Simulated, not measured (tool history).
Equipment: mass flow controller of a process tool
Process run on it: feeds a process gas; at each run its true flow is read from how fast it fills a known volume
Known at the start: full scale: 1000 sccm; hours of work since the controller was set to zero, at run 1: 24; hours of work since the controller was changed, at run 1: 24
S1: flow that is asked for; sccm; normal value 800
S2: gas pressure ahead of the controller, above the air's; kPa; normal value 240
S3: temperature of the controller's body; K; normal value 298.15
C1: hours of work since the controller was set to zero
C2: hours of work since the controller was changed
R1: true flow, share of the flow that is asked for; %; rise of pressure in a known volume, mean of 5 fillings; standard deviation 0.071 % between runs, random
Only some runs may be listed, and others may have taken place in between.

run 1 hour=0 | S1=800 S2=240 S3=298.15 | C1=24 C2=24 | R1=99.9
run 2 hour=71.3 | S1=800 S2=240 S3=298.15 | C1=53 C2=53 | R1=99.76
run 3 hour=134.1 | S1=800 S2=240 S3=298.15 | C1=78 C2=78 | R1=99.87
run 4 hour=217 | S1=800 S2=240 S3=298.15 | C1=112 C2=112 | R1=99.61
run 5 hour=299.4 | S1=800 S2=240 S3=299.15 | C1=145 C2=145 | R1=99.82
run 6 hour=338.3 | S1=800 S2=240 S3=299.15 | C1=161 C2=161 | R1=99.82
run 7 hour=379.2 | S1=800 S2=240 S3=299.15 | C1=178 C2=178 | R1=99.93
run 8 hour=452 | S1=800 S2=240 S3=298.15 | C1=207 C2=207 | R1=99.63
run 9 hour=537.6 | S1=800 S2=240 S3=298.15 | C1=242 C2=242 | R1=99.76
run 10 hour=616.3 | S1=800 S2=240 S3=298.15 | C1=274 C2=274 | R1=99.53
run 11 hour=672.8 | S1=800 S2=240 S3=298.15 | C1=297 C2=297 | R1=99.83
run 12 hour=749.2 | S1=800 S2=240 S3=298.15 | C1=328 C2=328 | R1=99.86
run 13 hour=826 | S1=359 S2=240 S3=298.15 | C1=359 C2=359 | R1=99.32

Run 14, settings as shown, results not yet in. Your forecast:
run 14 hour=907.2 | S1=359 S2=175 S3=307.15 | C1=392 C2=392 | R1=?

{"run 14": {"R1": 100.05}}
If the tool had no hidden condition, the same run with the same run-to-run variation would have returned R1 100.02 %.
